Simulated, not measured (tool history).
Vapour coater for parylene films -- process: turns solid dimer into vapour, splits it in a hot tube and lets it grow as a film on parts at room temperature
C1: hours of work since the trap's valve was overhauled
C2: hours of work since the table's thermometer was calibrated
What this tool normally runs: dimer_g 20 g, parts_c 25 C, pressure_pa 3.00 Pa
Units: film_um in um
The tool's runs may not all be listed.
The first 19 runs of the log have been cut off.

run 20 hour=821.9 | dimer_g=24 parts_c=25 pressure_pa=3.00 | C1=154 C2=1527 | film_um=4.88
-- hour=882.4 table's thermometer calibrated
run 21 hour=882.4 | dimer_g=24 parts_c=25 pressure_pa=3.00 | C1=206 C2=0 | film_um=4.83
run 22 hour=932.1 | dimer_g=24 parts_c=25 pressure_pa=3.00 | C1=248 C2=43 | film_um=4.81
run 23 hour=969.8 | dimer_g=24 parts_c=25 pressure_pa=3.00 | C1=281 C2=75 | film_um=4.75
run 24 hour=1006.0 | dimer_g=23 parts_c=32 pressure_pa=5.01 | C1=312 C2=106 | film_um=3.29
run 25 hour=1050.0 | dimer_g=33 parts_c=29 pressure_pa=3.00 | C1=350 C2=144 | film_um=5.65
run 26 hour=1075.4 | dimer_g=9 parts_c=18 pressure_pa=4.74 | C1=372 C2=166 | film_um=2.08
run 27 hour=1116.3 | dimer_g=8 parts_c=20 pressure_pa=2.26 | C1=407 C2=201 | film_um=1.99
-- hour=1143.3 table's thermometer calibrated, once more
run 28 hour=1169.1 | dimer_g=20 parts_c=24 pressure_pa=2.64 | C1=451 C2=22 | film_um=4.26
run 29 hour=1213.6 | dimer_g=24 parts_c=19 pressure_pa=5.28 | C1=490 C2=60 | film_um=5.28
run 30 hour=1242.1 | dimer_g=24 parts_c=19 pressure_pa=5.28 | C1=514 C2=85 | film_um=5.24
run 31 hour=1291.8 | dimer_g=15 parts_c=29 pressure_pa=3.00 | C1=557 C2=128 | film_um=2.65
-- hour=1308.9 trap's valve overhauled
run 32 hour=1333.7 | dimer_g=15 parts_c=29 pressure_pa=3.00 | C1=21 C2=160 | film_um=2.78
run 33 hour=1364.8 | dimer_g=15 parts_c=29 pressure_pa=3.00 | C1=48 C2=187 | film_um=2.77
run 34 hour=1410.8 | dimer_g=15 parts_c=29 pressure_pa=3.00 | C1=88 C2=227 | film_um=2.80
run 35 hour=1446.3 | dimer_g=15 parts_c=29 pressure_pa=3.00 | C1=118 C2=257 | film_um=2.77
run 36 hour=1483.1 | dimer_g=27 parts_c=19 pressure_pa=5.18 | C1=150 C2=289 | film_um=6.17
run 37 hour=1514.6 | dimer_g=20 parts_c=25 pressure_pa=4.73 | C1=177 C2=316 | film_um=3.84
run 38 hour=1557.1 | dimer_g=20 parts_c=25 pressure_pa=4.73 | C1=214 C2=353 | film_um=3.77
run 39 hour=1597.3 | dimer_g=20 parts_c=25 pressure_pa=2.49 | C1=248 C2=387 | film_um=4.27
run 40 hour=1633.6 | dimer_g=20 parts_c=25 pressure_pa=2.49 | C1=279 C2=418 | film_um=4.28
run 41 hour=1692.4 | dimer_g=24 parts_c=25 pressure_pa=10.78 | C1=330 C2=469 | film_um=3.81
run 42 hour=1743.2 | dimer_g=11 parts_c=36 pressure_pa=6.83 | C1=374 C2=513 | film_um=1.34

Each row is a separate what-if for the run after 42, all from the same tool condition, not one after another. Results?
run A hour=1780.8 | dimer_g=20 parts_c=33 pressure_pa=3.00 | C1=406 C2=545 | film_um=?
run B hour=1780.8 | dimer_g=10 parts_c=19 pressure_pa=10.25 | C1=406 C2=545 | film_um=?
run C hour=1780.8 | dimer_g=23 parts_c=32 pressure_pa=8.31 | C1=406 C2=545 | film_um=?
run D hour=1780.8 | dimer_g=13 parts_c=36 pressure_pa=2.21 | C1=406 C2=545 | film_um=?
run E hour=1780.8 | dimer_g=11 parts_c=29 pressure_pa=5.92 | C1=406 C2=545 | film_um=?

run=A film_um=3.16
run=B film_um=1.91
run=C film_um=3.04
run=D film_um=1.93
run=E film_um=1.68
Had the tool no hidden state, the same runs would have come out as:
run=A film_um=3.33
run=B film_um=2.02
run=C film_um=3.20
run=D film_um=2.04
run=E film_um=1.77

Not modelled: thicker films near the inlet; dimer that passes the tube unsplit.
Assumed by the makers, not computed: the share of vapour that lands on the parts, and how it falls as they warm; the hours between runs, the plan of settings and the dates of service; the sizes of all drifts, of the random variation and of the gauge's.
